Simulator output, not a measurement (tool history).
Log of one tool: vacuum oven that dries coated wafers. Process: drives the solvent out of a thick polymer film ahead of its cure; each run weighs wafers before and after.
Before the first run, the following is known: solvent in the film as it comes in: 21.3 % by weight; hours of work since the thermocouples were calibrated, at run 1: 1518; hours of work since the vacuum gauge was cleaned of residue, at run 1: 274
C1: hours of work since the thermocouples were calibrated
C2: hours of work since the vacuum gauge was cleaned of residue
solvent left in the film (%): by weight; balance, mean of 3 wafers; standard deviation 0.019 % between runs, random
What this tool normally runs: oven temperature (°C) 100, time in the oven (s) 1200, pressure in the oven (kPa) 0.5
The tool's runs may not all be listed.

Run 1, hour 0: usual settings; C1 1518; C2 274. Result: solvent left in the film (%) 1.35.
Run 2, hour 17.7: usual settings but oven temperature (°C) 107; C1 1526; C2 281. Result: solvent left in the film (%) 0.66.
At hour 25.1: oven's thermocouples calibrated.
Run 3, hour 28.8: usual settings but oven temperature (°C) 99; C1 2; C2 285. Result: solvent left in the film (%) 1.7.
Run 4, hour 39.3: usual settings but oven temperature (°C) 99; C1 6; C2 290. Result: solvent left in the film (%) 1.73.
Run 5, hour 57: usual settings but pressure in the oven (kPa) 0.581; C1 13; C2 297. Result: solvent left in the film (%) 1.63.
Run 6, hour 65.1: usual settings but pressure in the oven (kPa) 0.581; C1 17; C2 300. Result: solvent left in the film (%) 1.58.
Run 7, hour 83.6: usual settings but pressure in the oven (kPa) 0.581; C1 24; C2 308. Result: solvent left in the film (%) 1.63.
Run 8, hour 92.9: usual settings but pressure in the oven (kPa) 0.581; C1 28; C2 312. Result: solvent left in the film (%) 1.62.
Run 9, hour 101.2: usual settings but pressure in the oven (kPa) 0.953; C1 32; C2 315. Result: solvent left in the film (%) 1.93.
Run 10, hour 110: usual settings but pressure in the oven (kPa) 0.953; C1 36; C2 319. Result: solvent left in the film (%) 1.91.
Run 11, hour 121.2: usual settings but pressure in the oven (kPa) 0.953; C1 40; C2 324. Result: solvent left in the film (%) 1.92.
Run 12, hour 141.2: usual settings but time in the oven (s) 1320; C1 49; C2 332. Result: solvent left in the film (%) 1.28.
Run 13, hour 152.2: usual settings but time in the oven (s) 1320, pressure in the oven (kPa) 1.023; C1 53; C2 337. Result: solvent left in the film (%) 1.73.
Run 14, hour 172.1: usual settings but oven temperature (°C) 103, time in the oven (s) 660; C1 62; C2 345. Result: solvent left in the film (%) 3.38.
Run 15, hour 189.5: usual settings but oven temperature (°C) 91, time in the oven (s) 2100, pressure in the oven (kPa) 1.772; C1 69; C2 352. Result: solvent left in the film (%) 2.85.
Run 16, hour 208.4: usual settings but oven temperature (°C) 95, time in the oven (s) 660, pressure in the oven (kPa) 1.772; C1 77; C2 360. Result: solvent left in the film (%) 6.63.
Run 17, hour 222.4: usual settings but oven temperature (°C) 95, time in the oven (s) 660, pressure in the oven (kPa) 1.772; C1 83; C2 366. Result: solvent left in the film (%) 6.65.
Run 18, hour 240.6: usual settings but oven temperature (°C) 107, pressure in the oven (kPa) 0.37; C1 90; C2 374. Result: solvent left in the film (%) 0.67.
Run 19, hour 253.2: usual settings but oven temperature (°C) 107, pressure in the oven (kPa) 0.37; C1 95; C2 379. Result: solvent left in the film (%) 0.67.
Run 20, hour 270.8: usual settings but oven temperature (°C) 107, pressure in the oven (kPa) 0.37; C1 103; C2 386. Result: solvent left in the film (%) 0.65.
Run 21, hour 287: usual settings but oven temperature (°C) 99, time in the oven (s) 720; C1 110; C2 393. Result: solvent left in the film (%) 3.97.
Run 22, hour 305.2: usual settings but time in the oven (s) 1560, pressure in the oven (kPa) 0.49; C1 117; C2 401. Result: solvent left in the film (%) 0.98.
Run 23, hour 315.7: usual settings but time in the oven (s) 1560, pressure in the oven (kPa) 0.49; C1 122; C2 405. Result: solvent left in the film (%) 1.
Run 24, hour 333.7: usual settings but oven temperature (°C) 108, time in the oven (s) 900, pressure in the oven (kPa) 0.395; C1 129; C2 413. Result: solvent left in the film (%) 1.14.

Measured less the same run without the tool's hidden state. The same run-to-run variation is in both; the gauge's scatter may not be:
Hidden state at play: true wafer temperature over the reading, C; true pressure over the reading, kPa; drift of the gauge itself on solvent_pct, %.
run  solvent left in the film (%)
  1                          -0.2
  2                         -0.07
  3                         +0.03
  4                         +0.03
  5                         +0.03
  6                         +0.03
  7                         +0.03
  8                         +0.03
  9                         +0.03
 10                         +0.02
 11                         +0.03
 12                         +0.03
 13                         +0.03
 14                         -0.01
 15                         +0.05
 16                         -0.03
 17                         -0.02
 18                         +0.04
 19                         +0.04
 20                         +0.04
 21                         -0.02
 22                         +0.06
 23                         +0.05
 24                         +0.02

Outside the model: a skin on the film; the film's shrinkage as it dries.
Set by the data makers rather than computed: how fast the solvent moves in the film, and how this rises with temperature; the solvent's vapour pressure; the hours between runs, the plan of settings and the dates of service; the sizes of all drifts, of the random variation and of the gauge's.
